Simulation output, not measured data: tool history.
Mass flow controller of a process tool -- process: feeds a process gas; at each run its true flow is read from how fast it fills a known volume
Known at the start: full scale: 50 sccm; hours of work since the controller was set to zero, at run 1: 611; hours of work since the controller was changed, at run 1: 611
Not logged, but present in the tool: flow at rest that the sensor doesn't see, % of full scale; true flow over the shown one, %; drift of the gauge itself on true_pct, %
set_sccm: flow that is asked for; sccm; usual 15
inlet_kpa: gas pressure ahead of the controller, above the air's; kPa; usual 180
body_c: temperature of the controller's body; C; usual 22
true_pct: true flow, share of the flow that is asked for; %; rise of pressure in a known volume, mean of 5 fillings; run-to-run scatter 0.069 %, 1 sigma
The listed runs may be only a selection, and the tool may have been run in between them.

run    hour  set_sccm  inlet_kpa  body_c  hours of work since the controller was set to zero  hours of work since the controller was changed  true_pct
  1     0.0        15        180      22                                                 611                                             611     97.98
  2    87.3        15        180      22                                                 641                                             641     97.92
  3   254.2        15        180      22                                                 696                                             696     98.06
  4   358.2        15        180      22                                                 731                                             731     98.10
  5   440.6        15        180      22                                                 759                                             759     98.10
  6   576.0        15        180      22                                                 804                                             804     98.21
  7   750.6        15        180      20                                                 863                                             863     98.13
  8   927.7        15        180      20                                                 922                                             922     98.40
  9  1095.1        15        205      22                                                 978                                             978     98.51
 10  1272.0        15        205      22                                                1037                                            1037     98.73
 11  1359.6        15        205      22                                                1066                                            1066     98.69
 12  1549.0        15        180      22                                                1130                                            1130     98.70
 13  1728.9        36        180      22                                                1190                                            1190     99.96
 14  1824.1        36        180      22                                                1222                                            1222    100.03
 15  1942.3        36        180      22                                                1261                                            1261    100.14
 16  2100.1        36        180      22                                                1314                                            1314    100.22
 17  2186.5        15        180      22                                                1343                                            1343     98.96
 18  2369.3        15        180      22                                                1404                                            1404     99.12
 19  2473.9        15        180      22                                                1439                                            1439     99.31
 20  2608.4        15        180      34                                                1484                                            1484     99.78
 21  2725.7        38        158      22                                                1523                                            1523    100.47
 22  2857.7        38        158      22                                                1567                                            1567    100.60
 23  2997.7        11        158      33                                                1614                                            1614     99.56
     3014.7  -- gauge calibrated
 24  3160.9         7        203      22                                                1669                                            1669     97.64
 25  3307.7        18        180      31                                                1718                                            1718     98.46
 26  3430.0         9        180      22                                                1759                                            1759     97.86
 27  3586.3        14        141      25                                                1811                                            1811     98.03
 28  3715.9        14        141      25                                                1855                                            1855     98.21
 29  3802.3        14        213      21                                                1883                                            1883     98.36
 30  3951.0        14        213      21                                                1933                                            1933     98.45
 31  4137.8        15        180      31                                                1996                                            1996     98.64
 32  4318.5        15        180      31                                                2056                                            2056     98.82
 33  4466.5        23        180      22                                                2106                                            2106     99.14
 34  4656.3        23        215      28                                                2169                                            2169     99.69
 35  4830.9        33        226      37                                                2228                                            2228    100.58
 36  4956.4        33        226      37                                                2270                                            2270    100.72

Hidden state at the last listed run before each entry between runs and at the first one after, where it differs:
Between runs 23 and 24: gauge calibrated (hour 3014.7)
  drift of the gauge itself on true_pct, %: 1.7 -> 0.08
  measured value less the no-hidden-state value, true_pct: +1.68 -> +0.08 %
